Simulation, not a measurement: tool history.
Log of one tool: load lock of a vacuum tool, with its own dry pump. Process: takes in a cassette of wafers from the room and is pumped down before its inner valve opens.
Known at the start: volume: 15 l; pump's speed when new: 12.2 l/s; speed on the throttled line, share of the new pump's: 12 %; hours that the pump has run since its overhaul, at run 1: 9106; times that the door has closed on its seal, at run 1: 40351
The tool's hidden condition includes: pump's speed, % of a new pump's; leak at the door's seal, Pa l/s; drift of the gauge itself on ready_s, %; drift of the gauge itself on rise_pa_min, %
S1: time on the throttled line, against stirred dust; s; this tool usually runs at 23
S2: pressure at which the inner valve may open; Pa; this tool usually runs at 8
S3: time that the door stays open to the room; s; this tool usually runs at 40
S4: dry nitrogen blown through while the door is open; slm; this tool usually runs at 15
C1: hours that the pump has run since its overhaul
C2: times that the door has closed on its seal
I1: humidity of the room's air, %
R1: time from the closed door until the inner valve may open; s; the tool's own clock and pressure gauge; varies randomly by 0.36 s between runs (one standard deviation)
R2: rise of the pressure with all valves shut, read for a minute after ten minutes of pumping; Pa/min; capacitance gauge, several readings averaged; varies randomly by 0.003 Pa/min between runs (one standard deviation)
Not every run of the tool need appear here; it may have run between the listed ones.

run    hour  S1  S2   S3  S4     C1     C2    I1    R1     R2
  1     0.0  23   8   40  15   9106  40351  42.3  33.6  0.427
  2   281.0  23   8   40  15   9387  41691  43.0  33.5  0.434
  3   528.6  23   8   40  15   9635  42872  42.0  33.7  0.471
  4   846.9  23   8   40  15   9953  44389  47.9  35.1  0.493
  5  1209.7  23   8   40  11  10316  46119  42.6  34.5  0.532
  6  1493.9  23   8   57  15  10600  47474  44.8  33.7  0.548
  7  1676.1  23   8   57  15  10783  48343  47.8  34.6  0.581
  8  2063.5  23   8   57  15  11170  50190  44.1  33.9  0.618
     2145.8  -- door's seal changed, seat wiped
  9  2336.2  23   8   40  25  11441    908  45.8  34.2  0.050
 10  2558.3  23   8   40  25  11663   1968  46.8  33.9  0.054
 11  2811.9  23   8   40  17  11917   3177  43.9  34.1  0.067
 12  2995.5  23   8   40  17  12101   4052  45.1  34.7  0.071
 13  3325.6  23   8   40  17  12431   5626  43.5  34.3  0.077
 14  3555.9  23   8   40  17  12661   6724  46.4  33.8  0.084
 15  3745.6  23   8   40  15  12851   7629  43.4  34.7  0.085
 16  3925.9  23   8   40  15  13031   8489  43.3  34.7  0.092
 17  4167.0  23   8   40  15  13272   9638  41.4  35.3  0.100
 18  4443.8  23   8   40  15  13549  10958  44.7  34.7  0.107
 19  4606.7  23   8   40  15  13712  11735  46.6  34.3  0.110
 20  4820.0  23   8   40  15  13925  12752  45.0  35.0  0.126
 21  5091.4  32  15   40   7  14196  14046  48.8  40.9  0.148
 22  5309.4  32  15   40   7  14414  15086  45.5  41.4  0.154
 23  5660.4  14  11  124   7  14765  16759  43.4  27.2  0.241
     5904.2  -- dry pump taken out, an overhauled one fitted
 24  5966.7  14  11  124   7     62  18191  43.7  23.7  0.252
 25  6162.6  33   8   94  15    258  19125  49.0  40.4  0.219
 26  6531.1  28   7   51  10    627  20883  43.3  36.3  0.210
 27  6760.4  14   7   51  16    856  21976  43.4  24.4  0.201
 28  6922.4  15   8   40   7   1018  22748  44.3  25.6  0.211
 29  7181.9  27  13   40  12   1278  23986  42.9  35.0  0.219
 30  7461.7  27  13   40  12   1557  25320  45.2  34.6  0.238
 31  7732.7  23  11   40  15   1829  26612  45.4  31.7  0.245
 32  8055.0  44   8  105  15   2151  28149  47.4  50.7  0.318
 33  8239.9  44   8  105  15   2336  29031  43.9  51.3  0.314
 34  8448.9  44   8  105  15   2545  30027  48.5  50.9  0.345
 35  8731.4  19  14   70  11   2827  31374  45.0  27.3  0.337
 36  8999.7  19  12   39  11   3095  32653  43.5  28.2  0.325
 37  9384.2  19  12   39  11   3480  34487  42.7  27.9  0.354

Alternative continuations, all from the tool just after run 37; predict every row:
  A  9609.5  19  12  39  11  3705  35561  46.4   ?   ?
  B  9609.5  32  12  39  11  3705  35561  41.8   ?   ?
  C  9609.5  23   8  94  15  3705  35561  45.2   ?   ?

run    R1     R2
  A  28.2  0.373
  B  39.8  0.367
  C  32.5  0.408
Take away the tool's hidden state, keep each run's random variation, and the runs would have read:
run    R1     R2
  A  27.7  0.060
  B  39.4  0.054
  C  32.0  0.094
